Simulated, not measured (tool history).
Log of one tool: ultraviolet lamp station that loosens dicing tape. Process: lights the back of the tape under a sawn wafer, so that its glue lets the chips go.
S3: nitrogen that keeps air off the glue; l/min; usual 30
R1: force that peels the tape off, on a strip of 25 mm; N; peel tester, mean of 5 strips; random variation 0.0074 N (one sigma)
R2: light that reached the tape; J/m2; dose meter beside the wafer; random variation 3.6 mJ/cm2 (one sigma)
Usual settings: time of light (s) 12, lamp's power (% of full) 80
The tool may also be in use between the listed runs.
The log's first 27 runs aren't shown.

{"run": 28, "hour": 195.6, "time of light (s)": 12, "lamp's power (% of full)": 62, "S3": 13, "R1": 1.013, "R2": 4160}
{"run": 29, "hour": 203.6, "time of light (s)": 12, "lamp's power (% of full)": 62, "S3": 13, "R1": 0.979, "R2": 4190}
{"run": 30, "hour": 210.6, "time of light (s)": 7, "lamp's power (% of full)": 77, "S3": 10, "R1": 1.69, "R2": 2980}
{"run": 31, "hour": 218.4, "time of light (s)": 7, "lamp's power (% of full)": 77, "S3": 10, "R1": 1.753, "R2": 3020}
{"run": 32, "hour": 224.2, "time of light (s)": 7, "lamp's power (% of full)": 77, "S3": 10, "R1": 1.71, "R2": 2990}
{"run": 33, "hour": 228.6, "time of light (s)": 18, "lamp's power (% of full)": 94, "S3": 28, "R1": 0.093, "R2": 9410}
{"run": 34, "hour": 234.1, "time of light (s)": 7, "lamp's power (% of full)": 95, "S3": 28, "R1": 0.809, "R2": 3700}
{"run": 35, "hour": 242.8, "time of light (s)": 11, "lamp's power (% of full)": 79, "S3": 32, "R1": 0.429, "R2": 4820}
{"run": 36, "hour": 248.6, "time of light (s)": 20, "lamp's power (% of full)": 80, "S3": 31, "R1": 0.098, "R2": 8840}
{"run": 37, "hour": 255.4, "time of light (s)": 12, "lamp's power (% of full)": 80, "S3": 17, "R1": 0.519, "R2": 5330}
{"run": 38, "hour": 265.0, "time of light (s)": 17, "lamp's power (% of full)": 80, "S3": 30, "R1": 0.137, "R2": 7460}
{"run": 39, "hour": 273.4, "time of light (s)": 8, "lamp's power (% of full)": 80, "S3": 30, "R1": 0.856, "R2": 3490}

Forecast each of these 3 alternatives for the next run:
{"run": "A", "hour": 277.7, "time of light (s)": 6, "lamp's power (% of full)": 88, "S3": 30, "R1": "?", "R2": "?"}
{"run": "B", "hour": 277.7, "time of light (s)": 8, "lamp's power (% of full)": 80, "S3": 44, "R1": "?", "R2": "?"}
{"run": "C", "hour": 277.7, "time of light (s)": 8, "lamp's power (% of full)": 85, "S3": 30, "R1": "?", "R2": "?"}

run=A R1=1.175 R2=2920
run=B R1=0.732 R2=3490
run=C R1=0.732 R2=3700
Without the tool's hidden state the same runs would have given:
run=A R1=0.965 R2=3300
run=B R1=0.57 R2=3940
run=C R1=0.571 R2=4190
